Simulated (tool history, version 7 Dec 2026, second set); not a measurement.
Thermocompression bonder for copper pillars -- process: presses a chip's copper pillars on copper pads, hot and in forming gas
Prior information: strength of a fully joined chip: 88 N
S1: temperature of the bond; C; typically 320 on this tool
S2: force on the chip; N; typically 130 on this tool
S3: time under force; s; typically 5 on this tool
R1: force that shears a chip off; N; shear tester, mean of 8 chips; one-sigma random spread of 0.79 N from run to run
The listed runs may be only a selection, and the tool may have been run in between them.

run,hour,S1,S2,S3,R1
1,0,320,130,5,61.2
2,38.8,320,130,5,62
3,65.9,320,130,5,61.4
4,100.5,320,105,5,52.8
5,133.1,320,111,5,54.7
6,177.2,320,111,5,53.7
7,218.7,320,111,5,55.7
8,266.3,320,130,5,61.3
9,295.5,320,130,5,62.6
10,329.3,320,130,5,62.7
# hour 337: forming gas filter changed
11,361.9,320,130,5,65.1
12,388.6,320,130,5,63.1
13,422.9,320,130,5,64.3
14,448.7,320,130,5,64.8
15,487.7,320,117,5,58.1
16,515.2,305,134,5,57.4
17,550.4,305,134,5,58.7
18,573.9,335,147,6,77.3
19,608.6,346,126,5,72.4
20,638.2,294,130,6,55.7
21,673.4,294,130,6,54.8
22,719.2,310,191,7,78.4
23,743.8,321,130,3,56.7
24,790.5,325,80,5,43.8
25,846.1,325,80,5,46.1

Forecast each of these 5 alternatives for the next run:
A,889.5,320,130,6,?
B,889.5,324,116,5,?
C,889.5,300,158,9,?
D,889.5,325,162,5,?
E,889.5,309,107,3,?

run,R1
A,64.5
B,60.8
C,72.5
D,74.5
E,42.5
With no hidden state in the tool, these same runs would have given:
run,R1
A,61.2
B,57.1
C,69.5
D,72.2
E,38.5

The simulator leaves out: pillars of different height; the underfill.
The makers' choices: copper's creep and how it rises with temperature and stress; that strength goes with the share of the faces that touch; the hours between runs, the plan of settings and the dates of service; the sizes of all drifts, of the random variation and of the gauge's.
